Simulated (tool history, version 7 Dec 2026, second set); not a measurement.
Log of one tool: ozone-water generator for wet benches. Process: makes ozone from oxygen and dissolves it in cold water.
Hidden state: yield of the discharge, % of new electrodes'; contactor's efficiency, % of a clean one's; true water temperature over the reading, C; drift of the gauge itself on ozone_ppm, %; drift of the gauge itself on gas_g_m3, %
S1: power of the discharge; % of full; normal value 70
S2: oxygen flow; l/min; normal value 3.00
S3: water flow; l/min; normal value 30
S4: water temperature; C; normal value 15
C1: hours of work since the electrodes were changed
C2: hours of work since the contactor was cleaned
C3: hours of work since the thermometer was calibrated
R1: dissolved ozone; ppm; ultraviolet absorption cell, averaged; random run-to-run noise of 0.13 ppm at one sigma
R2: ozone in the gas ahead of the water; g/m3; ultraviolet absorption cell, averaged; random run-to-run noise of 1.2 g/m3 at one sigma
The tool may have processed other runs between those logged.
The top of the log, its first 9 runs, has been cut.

run	hour	S1	S2	S3	S4	C1	C2	C3	R1	R2
10	329.1	70	3.00	22	15	2087	6751	2010	18.9	230.0
11	359.1	70	3.00	22	15	2116	6780	2039	18.8	227.1
12	407.4	70	3.00	22	11	2163	6826	2086	20.1	229.0
13	448.0	70	3.00	40	15	2202	6866	2125	10.5	228.8
14	478.6	70	3.00	40	15	2232	6895	2155	10.6	228.3
15	503.0	70	3.00	30	15	2255	6919	2178	14.3	226.8
16	536.1	70	3.00	30	15	2287	6951	2210	14.2	228.6
17	566.3	70	3.00	30	15	2317	6980	2240	14.2	228.8
18	614.6	74	3.00	30	21	2363	7027	2286	14.0	236.3
19	655.2	49	4.90	30	13	2403	7066	2326	12.6	138.7
20	705.7	49	4.90	30	13	2452	7115	2375	12.7	138.4
21	753.4	49	4.90	30	13	2498	7161	2421	12.7	140.2
22	790.3	55	1.67	30	15	2534	7197	2457	10.8	281.1
23	823.9	47	4.30	27	17	2566	7230	2489	12.8	147.2
24	867.4	47	4.30	27	17	2608	7272	2531	13.0	146.7
25	896.2	70	2.38	18	7	2636	7300	2559	23.7	264.4
26	946.1	54	4.56	21	11	2684	7348	2607	18.4	152.7
27	970.3	54	2.99	35	11	2708	7371	2631	10.7	196.2
28	992.9	83	1.93	30	15	2730	7393	2653	14.3	326.3
29	1025.9	56	2.01	40	10	2762	7425	2685	8.5	256.3
30	1070.5	50	2.01	21	10	2805	7468	2728	15.9	237.0
31	1096.7	63	2.01	32	10	2830	7494	2753	11.7	272.8
32	1144.8	63	2.01	32	10	2877	7540	2800	11.8	271.6

Predict each of these 5 candidate next runs independently; none follows another, all start after run 32:
A	1188.8	63	4.84	32	8	2919	7583	2842	?	?
B	1188.8	89	2.01	21	16	2919	7583	2842	?	?
C	1188.8	70	5.26	30	22	2919	7583	2842	?	?
D	1188.8	80	3.00	27	15	2919	7583	2842	?	?
E	1188.8	43	3.00	30	15	2919	7583	2842	?	?

run	R1	R2
A	14.4	161.8
B	21.2	329.1
C	14.4	162.6
D	17.1	244.9
E	11.0	175.5
With the hidden condition removed and each run's random variation left untouched, the same runs would have given:
run	R1	R2
A	14.4	161.9
B	21.2	329.3
C	14.4	162.6
D	17.1	245.0
E	11.0	175.6

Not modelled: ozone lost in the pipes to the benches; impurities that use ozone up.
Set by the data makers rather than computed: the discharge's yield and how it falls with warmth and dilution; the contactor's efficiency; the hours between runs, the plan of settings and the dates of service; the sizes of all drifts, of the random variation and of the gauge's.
